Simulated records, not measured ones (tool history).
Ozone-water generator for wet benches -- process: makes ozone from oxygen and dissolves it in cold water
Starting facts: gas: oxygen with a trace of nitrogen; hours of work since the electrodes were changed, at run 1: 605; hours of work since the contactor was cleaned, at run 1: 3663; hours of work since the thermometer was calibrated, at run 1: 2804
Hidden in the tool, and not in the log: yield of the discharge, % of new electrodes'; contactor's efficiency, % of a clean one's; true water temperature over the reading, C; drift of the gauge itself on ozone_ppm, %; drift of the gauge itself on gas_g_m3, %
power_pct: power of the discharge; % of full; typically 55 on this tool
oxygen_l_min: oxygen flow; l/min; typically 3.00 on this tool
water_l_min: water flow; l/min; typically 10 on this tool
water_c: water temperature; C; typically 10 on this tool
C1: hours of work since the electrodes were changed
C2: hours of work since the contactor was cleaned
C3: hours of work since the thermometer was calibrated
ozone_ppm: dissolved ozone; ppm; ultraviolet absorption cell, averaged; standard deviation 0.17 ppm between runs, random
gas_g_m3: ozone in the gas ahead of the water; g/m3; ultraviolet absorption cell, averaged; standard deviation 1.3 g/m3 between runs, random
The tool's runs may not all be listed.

Run 1, day 0.000: usual settings; C1 605; C2 3663; C3 2804. Result: ozone_ppm 21.9 ppm, gas_g_m3 229.3 g/m3.
Run 2, day 6.258: usual settings but water_c 8 C; C1 700; C2 3758; C3 2899. Result: ozone_ppm 22.8 ppm, gas_g_m3 227.6 g/m3.
Run 3, day 12.275: usual settings but water_c 16 C; C1 791; C2 3849; C3 2990. Result: ozone_ppm 19.8 ppm, gas_g_m3 227.7 g/m3.
At day 14.862: water thermometer calibrated.
Run 4, day 18.017: usual settings; C1 878; C2 3936; C3 48. Result: ozone_ppm 22.1 ppm, gas_g_m3 228.5 g/m3.
Run 5, day 26.338: usual settings; C1 1004; C2 4062; C3 174. Result: ozone_ppm 21.5 ppm, gas_g_m3 227.3 g/m3.
At day 31.083: contactor cleaned.
Run 6, day 32.317: usual settings; C1 1092; C2 19; C3 262. Result: ozone_ppm 23.5 ppm, gas_g_m3 228.8 g/m3.
Run 7, day 38.362: usual settings; C1 1183; C2 110; C3 353. Result: ozone_ppm 23.5 ppm, gas_g_m3 227.3 g/m3.
Run 8, day 44.846: usual settings; C1 1281; C2 208; C3 451. Result: ozone_ppm 22.9 ppm, gas_g_m3 225.2 g/m3.
Run 9, day 50.383: usual settings; C1 1365; C2 292; C3 535. Result: ozone_ppm 23.3 ppm, gas_g_m3 227.9 g/m3.
Run 10, day 56.862: usual settings; C1 1463; C2 390; C3 633. Result: ozone_ppm 23.3 ppm, gas_g_m3 224.1 g/m3.
Run 11, day 62.321: usual settings; C1 1546; C2 473; C3 716. Result: ozone_ppm 22.9 ppm, gas_g_m3 226.8 g/m3.
Run 12, day 69.642: usual settings; C1 1656; C2 584; C3 826. Result: ozone_ppm 23.0 ppm, gas_g_m3 224.9 g/m3.
Run 13, day 76.012: usual settings but power_pct 99 % of full, water_c 16 C; C1 1753; C2 680; C3 923. Result: ozone_ppm 29.2 ppm, gas_g_m3 317.1 g/m3.
Run 14, day 83.612: usual settings but power_pct 45 % of full, oxygen_l_min 3.37 l/min, water_l_min 12 l/min; C1 1868; C2 795; C3 1038. Result: ozone_ppm 17.8 ppm, gas_g_m3 194.7 g/m3.
Run 15, day 87.733: usual settings but power_pct 45 % of full, oxygen_l_min 3.37 l/min, water_l_min 8 l/min, water_c 5 C; C1 1930; C2 857; C3 1100. Result: ozone_ppm 27.5 ppm, gas_g_m3 192.7 g/m3.
Run 16, day 94.221: usual settings but power_pct 66 % of full, oxygen_l_min 1.69 l/min, water_l_min 8 l/min, water_c 5 C; C1 2028; C2 956; C3 1198. Result: ozone_ppm 27.5 ppm, gas_g_m3 294.0 g/m3.
Run 17, day 97.729: usual settings but power_pct 66 % of full, oxygen_l_min 1.69 l/min, water_l_min 8 l/min, water_c 5 C; C1 2082; C2 1009; C3 1252. Result: ozone_ppm 27.0 ppm, gas_g_m3 296.4 g/m3.
Run 18, day 103.058: usual settings but power_pct 83 % of full, oxygen_l_min 1.69 l/min, water_l_min 8 l/min, water_c 16 C; C1 2162; C2 1089; C3 1332. Result: ozone_ppm 27.6 ppm, gas_g_m3 337.7 g/m3.
Run 19, day 107.067: usual settings but power_pct 83 % of full, oxygen_l_min 2.24 l/min, water_l_min 16 l/min, water_c 12 C; C1 2223; C2 1150; C3 1393. Result: ozone_ppm 15.8 ppm, gas_g_m3 310.5 g/m3.
Run 20, day 111.496: usual settings but power_pct 83 % of full, oxygen_l_min 2.24 l/min, water_l_min 16 l/min, water_c 12 C; C1 2290; C2 1217; C3 1460. Result: ozone_ppm 15.7 ppm, gas_g_m3 307.1 g/m3.

Alternative continuations, all from the tool just after run 20; predict every row:
Run A, day 116.379: usual settings but power_pct 44 % of full, oxygen_l_min 4.88 l/min, water_c 17 C; C1 2364; C2 1291; C3 1534. Result: ozone_ppm ?, gas_g_m3 ?.
Run B, day 116.379: usual settings but water_l_min 8 l/min; C1 2364; C2 1291; C3 1534. Result: ozone_ppm ?, gas_g_m3 ?.
Run C, day 116.379: usual settings but water_l_min 15 l/min; C1 2364; C2 1291; C3 1534. Result: ozone_ppm ?, gas_g_m3 ?.
Run D, day 116.379: usual settings but water_l_min 6 l/min, water_c 12 C; C1 2364; C2 1291; C3 1534. Result: ozone_ppm ?, gas_g_m3 ?.
Run E, day 116.379: usual settings but water_l_min 8 l/min; C1 2364; C2 1291; C3 1534. Result: ozone_ppm ?, gas_g_m3 ?.

run  ozone_ppm  gas_g_m3
  A       19.5     168.8
  B       27.2     223.5
  C       15.4     223.3
  D       32.4     225.3
  E       27.0     224.5
Stripped of hidden state, with their random variation kept, the same runs would have yielded:
run  ozone_ppm  gas_g_m3
  A       20.4     172.7
  B       28.5     229.6
  C       16.2     229.4
  D       34.0     231.4
  E       28.3     230.6
